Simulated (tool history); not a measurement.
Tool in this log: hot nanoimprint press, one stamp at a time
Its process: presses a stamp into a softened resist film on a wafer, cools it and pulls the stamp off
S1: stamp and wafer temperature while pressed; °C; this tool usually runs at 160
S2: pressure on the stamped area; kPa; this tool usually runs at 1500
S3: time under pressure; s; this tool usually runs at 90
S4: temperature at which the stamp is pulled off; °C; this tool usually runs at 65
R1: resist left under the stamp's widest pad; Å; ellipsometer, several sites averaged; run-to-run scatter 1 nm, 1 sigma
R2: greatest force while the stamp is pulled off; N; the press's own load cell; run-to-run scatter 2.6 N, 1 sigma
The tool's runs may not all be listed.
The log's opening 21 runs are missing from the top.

run 22 hour=465.3 | S1=149 S2=2140 S3=54 S4=70 | R1=2271 R2=152
run 23 hour=491.5 | S1=160 S2=1500 S3=90 S4=55 | R1=1548 R2=230
-- hour=505.7 stamp cleaned and given a new release coat
run 24 hour=526.8 | S1=160 S2=1500 S3=90 S4=65 | R1=1528 R2=126
run 25 hour=550.7 | S1=164 S2=1500 S3=90 S4=52 | R1=1275 R2=177
run 26 hour=571.3 | S1=157 S2=1500 S3=157 S4=65 | R1=1514 R2=129
run 27 hour=595.4 | S1=170 S2=1140 S3=90 S4=68 | R1=1038 R2=122
run 28 hour=620.7 | S1=160 S2=1140 S3=100 S4=61 | R1=1630 R2=146
run 29 hour=640.1 | S1=154 S2=1130 S3=133 S4=70 | R1=1930 R2=115
run 30 hour=670.4 | S1=150 S2=1500 S3=129 S4=65 | R1=2114 R2=137

Consider 4 possible next runs. They are alternatives, not a sequence: every one starts from the tool as it was left by run 30. What does each give?
run A hour=687.1 | S1=166 S2=1500 S3=129 S4=52 | R1=? R2=?
run B hour=687.1 | S1=149 S2=990 S3=167 S4=65 | R1=? R2=?
run C hour=687.1 | S1=150 S2=1500 S3=93 S4=65 | R1=? R2=?
run D hour=687.1 | S1=165 S2=1500 S3=70 S4=54 | R1=? R2=?

run=A R1=1012 R2=191
run=B R1=2198 R2=138
run=C R1=2177 R2=133
run=D R1=1333 R2=173
Without the tool's hidden state the same runs would have given:
run=A R1=931 R2=176
run=B R1=2134 R2=125
run=C R1=2109 R2=121
run=D R1=1239 R2=158
